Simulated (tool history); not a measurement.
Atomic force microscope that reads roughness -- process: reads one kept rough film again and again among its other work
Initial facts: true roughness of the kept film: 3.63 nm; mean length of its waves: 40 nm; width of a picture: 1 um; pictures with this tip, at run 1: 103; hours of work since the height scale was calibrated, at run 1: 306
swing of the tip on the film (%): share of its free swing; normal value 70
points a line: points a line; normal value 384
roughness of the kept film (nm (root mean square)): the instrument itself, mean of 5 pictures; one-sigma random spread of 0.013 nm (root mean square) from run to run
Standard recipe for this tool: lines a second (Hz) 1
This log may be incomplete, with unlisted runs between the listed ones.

run,hour,lines a second (Hz),swing of the tip on the film (%),points a line,pictures with this tip,hours of work since the height scale was calibrated,roughness of the kept film (nm (root mean square))
1,0,1,70,384,103,306,2.512
# hour 25.4: new tip fitted
2,40.6,1,56,384,14,324,3.133
3,84.6,1,56,384,55,343,2.878
4,109.5,1,70,384,78,354,2.633
5,132.3,1,70,384,99,363,2.561
# hour 160.3: new tip fitted
6,176.3,1,70,384,15,382,3.025
7,220.7,0.8,70,384,56,401,2.814
8,239.7,1,70,647,74,410,2.688
9,280,1,70,647,112,427,2.492
# hour 293.7: new tip fitted
10,326.4,1,70,647,30,447,2.935
11,356.7,1,70,647,59,460,2.779
12,403.5,1,70,647,102,480,2.553
# hour 429.8: new tip fitted
13,450.5,0.61,70,384,20,501,3.081
14,482.4,0.61,70,384,49,514,2.863
15,527.5,0.61,74,511,91,534,2.649
# hour 563.6: new tip fitted
16,563.6,0.61,74,511,0,549,3.185
17,589.2,0.73,56,511,24,560,3.11
18,617.8,1,66,380,51,573,2.872

For some of the steps in roughness of the kept film (nm (root mean square)) from one run to the next: how much would appear even if the tool had no hidden state, given the settings, what came in and random variation, and how much remains for the hidden state plus any gauge scatter that the measured result and the result without hidden state don't share?
Hidden conditions of the tool in this case: radius of the tip, nm; height scale over the true one, %; drift of the gauge itself on roughness_nm, %.
Run 1 -> 2: swing of the tip on the film (%) 70 -> 56, new tip fitted. roughness of the kept film (nm (root mean square)) +0.621: hidden state +0.521, all else +0.1.
Run 15 -> 16: new tip fitted. roughness of the kept film (nm (root mean square)) +0.536: hidden state +0.575, all else -0.039.
